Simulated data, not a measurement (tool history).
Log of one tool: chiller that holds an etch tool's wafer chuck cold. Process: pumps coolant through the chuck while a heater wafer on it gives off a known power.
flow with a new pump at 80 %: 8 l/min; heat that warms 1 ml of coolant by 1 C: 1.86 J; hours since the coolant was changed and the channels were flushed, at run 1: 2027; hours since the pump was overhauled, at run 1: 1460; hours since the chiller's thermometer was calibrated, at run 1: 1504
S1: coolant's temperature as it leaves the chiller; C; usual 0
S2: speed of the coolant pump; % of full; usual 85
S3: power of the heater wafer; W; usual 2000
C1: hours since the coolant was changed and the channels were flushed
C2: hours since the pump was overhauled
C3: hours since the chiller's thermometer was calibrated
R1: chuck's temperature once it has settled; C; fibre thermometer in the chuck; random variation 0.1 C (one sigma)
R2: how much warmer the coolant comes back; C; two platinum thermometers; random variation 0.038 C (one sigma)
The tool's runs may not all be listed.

run 1 day=0 | S1=0 S2=85 S3=2000 | C1=2027 C2=1460 C3=1504 | R1=17.8 R2=7.51
run 2 day=1.279 | S1=0 S2=85 S3=2000 | C1=2057 C2=1490 C3=1534 | R1=17.8 R2=7.57
run 3 day=2.871 | S1=0 S2=85 S3=2000 | C1=2095 C2=1528 C3=1573 | R1=17.7 R2=7.55
run 4 day=4.192 | S1=0 S2=85 S3=2000 | C1=2127 C2=1560 C3=1604 | R1=17.7 R2=7.5
run 5 day=5.158 | S1=0 S2=85 S3=2000 | C1=2150 C2=1583 C3=1627 | R1=17.6 R2=7.61
run 6 day=6 | S1=0 S2=94 S3=2000 | C1=2171 C2=1604 C3=1648 | R1=16.1 R2=6.78
run 7 day=7.512 | S1=0 S2=85 S3=2000 | C1=2207 C2=1640 C3=1684 | R1=17.7 R2=7.63
run 8 day=9.108 | S1=0 S2=85 S3=1476 | C1=2245 C2=1678 C3=1722 | R1=13 R2=5.61
run 9 day=10.008 | S1=0 S2=72 S3=2000 | C1=2267 C2=1700 C3=1744 | R1=20.7 R2=9.22
run 10 day=10.796 | S1=0 S2=72 S3=2000 | C1=2286 C2=1719 C3=1763 | R1=20.4 R2=9.21
run 11 day=11.542 | S1=0 S2=95 S3=2000 | C1=2303 C2=1736 C3=1781 | R1=16.1 R2=6.71
run 12 day=12.529 | S1=0 S2=95 S3=2000 | C1=2327 C2=1760 C3=1804 | R1=15.9 R2=6.71
run 13 day=14.079 | S1=0 S2=95 S3=2000 | C1=2364 C2=1797 C3=1842 | R1=16.1 R2=6.67
run 14 day=15.146 | S1=0 S2=95 S3=2000 | C1=2390 C2=1823 C3=1867 | R1=15.9 R2=6.78
run 15 day=16.738 | S1=0 S2=85 S3=1082 | C1=2428 C2=1861 C3=1905 | R1=9.4 R2=4.25
run 16 day=17.854 | S1=0 S2=85 S3=1918 | C1=2455 C2=1888 C3=1932 | R1=17.1 R2=7.42
run 17 day=19.058 | S1=-2 S2=68 S3=1849 | C1=2484 C2=1917 C3=1961 | R1=18.2 R2=9.11
run 18 day=20.15 | S1=-2 S2=68 S3=1849 | C1=2510 C2=1943 C3=1987 | R1=18.1 R2=9.21
run 19 day=20.967 | S1=-2 S2=68 S3=1849 | C1=2530 C2=1963 C3=2007 | R1=17.9 R2=9.19
run 20 day=22.171 | S1=1 S2=74 S3=1480 | C1=2559 C2=1992 C3=2036 | R1=15.9 R2=6.7
run 21 day=23.758 | S1=0 S2=85 S3=2469 | C1=2597 C2=2030 C3=2074 | R1=22 R2=9.5
run 22 day=24.738 | S1=3 S2=85 S3=1648 | C1=2620 C2=2053 C3=2097 | R1=17.6 R2=6.42
run 23 day=25.771 | S1=0 S2=67 S3=1413 | C1=2645 C2=2078 C3=2122 | R1=15.6 R2=7.18

Forecast run 24:
run 24 day=27.554 | S1=0 S2=67 S3=1413 | C1=2688 C2=2121 C3=2165 | R1=? R2=?

Run 24 gave R1 15.7 C, R2 7.18 C.
Without the tool's hidden state the same run would have given R1 15.7 C, R2 6.95 C.
